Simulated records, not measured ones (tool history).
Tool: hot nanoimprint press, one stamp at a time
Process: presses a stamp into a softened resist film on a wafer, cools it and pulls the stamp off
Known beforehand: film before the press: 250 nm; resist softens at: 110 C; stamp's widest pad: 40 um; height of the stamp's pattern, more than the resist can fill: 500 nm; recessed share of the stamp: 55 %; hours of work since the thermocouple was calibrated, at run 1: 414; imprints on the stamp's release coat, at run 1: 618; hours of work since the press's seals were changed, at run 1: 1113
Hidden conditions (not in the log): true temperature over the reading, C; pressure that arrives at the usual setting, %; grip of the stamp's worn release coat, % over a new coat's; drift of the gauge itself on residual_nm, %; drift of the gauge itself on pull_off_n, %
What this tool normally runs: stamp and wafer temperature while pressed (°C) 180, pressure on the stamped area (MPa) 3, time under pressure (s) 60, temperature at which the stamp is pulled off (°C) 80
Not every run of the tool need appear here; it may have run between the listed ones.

run    hour  stamp and wafer temperature while pressed (°C)  pressure on the stamped area (MPa)  time under pressure (s)  temperature at which the stamp is pulled off (°C)  hours of work since the thermocouple was calibrated  imprints on the stamp's release coat  hours of work since the press's seals were changed  resist left under the stamp's widest pad (nm)  greatest force while the stamp is pulled off (N)
  1       0                                             180                                   3                       60                                                 80                                                  414                                   618                                                1113                                          107.9                                               156
       27.7  -- stamp cleaned and given a new release coat
  2    65.6                                             180                                   3                       47                                                 80                                                  452                                   184                                                1151                                          116.7                                               154
  3     122                                             180                                   3                       47                                                 80                                                  489                                   460                                                1188                                          116.8                                               157
      136.2  -- plate thermocouple calibrated
      184.5  -- stamp cleaned and given a new release coat
  4   195.9                                             180                                   3                       47                                                 80                                                   35                                    56                                                1230                                          117.7                                               153
  5   249.4                                             180                                   3                       47                                                 80                                                   70                                   317                                                1265                                          117.4                                               157
  6   286.7                                             180                                   3                       47                                                 80                                                   94                                   499                                                1290                                          116.5                                               158
      317.7  -- press's hydraulic seals changed and the load cell set to zero
      345.4  -- stamp cleaned and given a new release coat
  7   366.2                                             180                                   3                       47                                                 80                                                  137                                   102                                                  28                                          117.2                                               154
  8   433.7                                             180                                   3                       47                                                 80                                                  181                                   431                                                  72                                          116.7                                               154
      498.9  -- stamp cleaned and given a new release coat
  9   503.5                                             180                                   3                       60                                                 80                                                  222                                    22                                                 113                                          107.7                                               154
 10   542.2                                             180                                   3                       60                                                 80                                                  248                                   211                                                 138                                          108.2                                               156
 11   603.7                                             187                                   3                       60                                                 80                                                  288                                   511                                                 179                                           82.1                                               153
      653.8  -- stamp cleaned and given a new release coat
 12   660.8                                             187                                   3                       60                                                 80                                                  321                                    34                                                 212                                           83.2                                               157
 13   714.3                                             180                                   3                       60                                                 88                                                  356                                   295                                                 247                                          107.1                                               137
 14     759                                             180                                   3                       60                                                 88                                                  385                                   513                                                 276                                            108                                               136
      805.7  -- stamp cleaned and given a new release coat
 15   805.7                                             180                                   3                       40                                                 88                                                  412                                     0                                                 302                                          123.4                                               138
 16   850.8                                             181                                   3                       60                                                 80                                                  441                                   220                                                 332                                          104.4                                               154
 17   906.2                                             181                                   3                       60                                                 80                                                  477                                   490                                                 368                                          104.2                                               154
      937.4  -- plate thermocouple calibrated
        960  -- stamp cleaned and given a new release coat
 18   980.9                                             180                                   3                       60                                                 88                                                   24                                   101                                                 411                                          106.8                                               134
 19  1022.4                                             180                                   3                      100                                                 67                                                   51                                   304                                                 438                                           88.9                                               190
 20  1060.1                                             173                                3.44                       39                                                 81                                                   76                                   488                                                 462                                          148.8                                               158
     1112.5  -- stamp cleaned and given a new release coat
 21  1128.5                                             173                                3.44                       39                                                 81                                                  117                                    78                                                 503                                          150.1                                               155
 22  1172.5                                             173                                3.44                       39                                                 81                                                  145                                   292                                                 532                                            149                                               153
 23    1222                                             180                                2.12                       60                                                 81                                                  178                                   534                                                 564                                          127.5                                               154
     1264.9  -- stamp cleaned and given a new release coat
 24  1292.3                                             180                                2.12                       60                                                 81                                                  220                                   133                                                 606                                          128.7                                               155
 25  1344.1                                             180                                2.12                       58                                                 68                                                  253                                   386                                                 640                                          129.9                                               189
 26  1401.4                                             184                                   3                       60                                                 80                                                  291                                   666                                                 677                                             93                                               159
     1416.7  -- stamp cleaned and given a new release coat
 27  1458.9                                             178                                   3                       35                                                 80                                                  324                                   206                                                 710                                          137.2                                               156
 28  1501.8                                             178                                   3                       35                                                 80                                                  352                                   416                                                 738                                            139                                               160
     1567.9  -- stamp cleaned and given a new release coat
 29  1573.5                                             180                                3.04                       92                                                 72                                                  395                                    27                                                 781                                           91.2                                               182

What if the next run were any one of these 4? Each begins from the tool's condition after run 29:
  A  1619.3                                             191                                 4.8                       37                                                 72                                                  425                                   250                                                 811                                              ?                                                 ?
  B  1619.3                                             177                                   3                       60                                                 79                                                  425                                   250                                                 811                                              ?                                                 ?
  C  1619.3                                             186                                   3                       60                                                 80                                                  425                                   250                                                 811                                              ?                                                 ?
  D  1619.3                                             186                                2.07                       60                                                 80                                                  425                                   250                                                 811                                              ?                                                 ?

run  resist left under the stamp's widest pad (nm)  greatest force while the stamp is pulled off (N)
  A                                           66.3                                               179
  B                                          120.6                                               162
  C                                           86.3                                               155
  D                                          104.1                                               158
With the hidden condition removed and each run's random variation left untouched, the same runs would have given:
run  resist left under the stamp's widest pad (nm)  greatest force while the stamp is pulled off (N)
  A                                           66.1                                               178
  B                                          120.3                                               162
  C                                           86.1                                               154
  D                                          103.9                                               158

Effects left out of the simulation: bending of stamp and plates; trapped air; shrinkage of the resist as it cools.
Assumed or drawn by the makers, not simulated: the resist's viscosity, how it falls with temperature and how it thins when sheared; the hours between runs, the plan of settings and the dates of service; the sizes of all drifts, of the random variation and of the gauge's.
